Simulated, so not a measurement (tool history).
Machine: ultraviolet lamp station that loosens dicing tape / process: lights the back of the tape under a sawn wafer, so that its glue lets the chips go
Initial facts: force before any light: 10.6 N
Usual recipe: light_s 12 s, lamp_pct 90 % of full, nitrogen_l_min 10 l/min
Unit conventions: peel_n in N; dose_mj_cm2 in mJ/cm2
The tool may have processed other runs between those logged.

run 1 hour=0 | light_s=12 lamp_pct=90 nitrogen_l_min=10 | peel_n=0.757 dose_mj_cm2=330
run 2 hour=39.4 | light_s=12 lamp_pct=90 nitrogen_l_min=10 | peel_n=0.729 dose_mj_cm2=329
run 3 hour=89.1 | light_s=12 lamp_pct=90 nitrogen_l_min=10 | peel_n=0.749 dose_mj_cm2=329
run 4 hour=125.3 | light_s=12 lamp_pct=90 nitrogen_l_min=10 | peel_n=0.737 dose_mj_cm2=331
run 5 hour=169.6 | light_s=12 lamp_pct=90 nitrogen_l_min=10 | peel_n=0.714 dose_mj_cm2=330
run 6 hour=208.4 | light_s=12 lamp_pct=90 nitrogen_l_min=10 | peel_n=0.767 dose_mj_cm2=331
run 7 hour=248.7 | light_s=12 lamp_pct=90 nitrogen_l_min=10 | peel_n=0.736 dose_mj_cm2=327
run 8 hour=297 | light_s=12 lamp_pct=90 nitrogen_l_min=10 | peel_n=0.712 dose_mj_cm2=326
run 9 hour=323.9 | light_s=12 lamp_pct=90 nitrogen_l_min=4 | peel_n=1.325 dose_mj_cm2=325
run 10 hour=347.6 | light_s=12 lamp_pct=62 nitrogen_l_min=6 | peel_n=1.909 dose_mj_cm2=229
run 11 hour=388.9 | light_s=12 lamp_pct=77 nitrogen_l_min=7 | peel_n=1.208 dose_mj_cm2=279

What if the next run were any one of these 3? Each begins from the tool's condition after run 11:
run A hour=420.9 | light_s=9 lamp_pct=96 nitrogen_l_min=8 | peel_n=? dose_mj_cm2=?
run B hour=420.9 | light_s=22 lamp_pct=90 nitrogen_l_min=6 | peel_n=? dose_mj_cm2=?
run C hour=420.9 | light_s=10 lamp_pct=99 nitrogen_l_min=10 | peel_n=? dose_mj_cm2=?

run=A peel_n=1.327 dose_mj_cm2=267
run=B peel_n=0.317 dose_mj_cm2=600
run=C peel_n=0.861 dose_mj_cm2=302
With no hidden state in the tool, these same runs would have given:
run=A peel_n=1.322 dose_mj_cm2=267
run=B peel_n=0.317 dose_mj_cm2=601
run=C peel_n=0.857 dose_mj_cm2=303
